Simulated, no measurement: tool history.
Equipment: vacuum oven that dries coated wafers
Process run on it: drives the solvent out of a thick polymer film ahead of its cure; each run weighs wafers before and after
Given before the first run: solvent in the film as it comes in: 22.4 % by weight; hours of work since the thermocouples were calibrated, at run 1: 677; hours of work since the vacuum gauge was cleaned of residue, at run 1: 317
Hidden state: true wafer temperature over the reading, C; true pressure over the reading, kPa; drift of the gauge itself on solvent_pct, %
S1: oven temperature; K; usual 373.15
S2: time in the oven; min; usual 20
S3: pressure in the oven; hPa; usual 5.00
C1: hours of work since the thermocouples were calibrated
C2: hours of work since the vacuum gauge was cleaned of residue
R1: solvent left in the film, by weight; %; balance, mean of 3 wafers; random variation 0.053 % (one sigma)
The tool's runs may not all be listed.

run	hour	S1	S2	S3	C1	C2	R1
1	0.0	373.15	20	5.00	677	317	2.14
2	12.1	373.15	20	16.79	685	324	3.36
3	25.6	386.15	20	5.00	693	333	0.71
4	40.4	373.15	20	5.00	702	341	2.18
5	51.6	373.15	20	5.00	708	348	2.13
6	63.5	373.15	20	18.60	715	355	3.56
7	75.4	368.15	20	18.60	723	362	4.63
8	97.0	373.15	27	5.00	736	375	1.21
9	115.7	373.15	27	13.02	747	387	2.07
10	136.5	373.15	27	13.02	759	399	2.19
11	148.4	373.15	27	13.02	766	406	2.21
12	164.3	371.15	12	13.02	776	416	6.02
13	186.1	371.15	12	13.02	789	429	6.16
14	207.3	376.15	28	13.02	802	442	1.85
15	225.4	376.15	18	19.99	813	452	3.38
# hour 228.8: vacuum gauge cleaned of residue and calibrated
16	248.2	371.15	30	16.33	825	12	2.68
17	265.2	371.15	30	16.33	836	22	2.66
18	275.8	388.15	24	11.27	842	28	0.89
19	292.6	383.15	11	5.00	852	38	2.93
20	310.0	379.15	12	2.76	862	49	3.13
21	330.0	373.15	20	17.36	874	61	3.66
22	344.4	375.15	15	3.01	883	69	2.96

Predict each of these 5 candidate next runs independently; none follows another, all start after run 22:
# hour 351.2: vacuum gauge cleaned of residue and calibrated, once more
A	365.2	373.15	10	16.24	895	8	?
# hour 351.2: vacuum gauge cleaned of residue and calibrated, once more
B	365.2	371.15	30	6.94	895	8	?
# hour 351.2: vacuum gauge cleaned of residue and calibrated, once more
C	365.2	381.15	22	2.92	895	8	?
# hour 351.2: vacuum gauge cleaned of residue and calibrated, once more
D	365.2	373.15	23	8.42	895	8	?
# hour 351.2: vacuum gauge cleaned of residue and calibrated, once more
E	365.2	373.15	34	5.00	895	8	?

run	R1
A	7.00
B	1.45
C	0.69
D	2.08
E	0.92
Without the tool's hidden state the same runs would have given:
run	R1
A	6.53
B	1.29
C	0.58
D	1.85
E	0.82
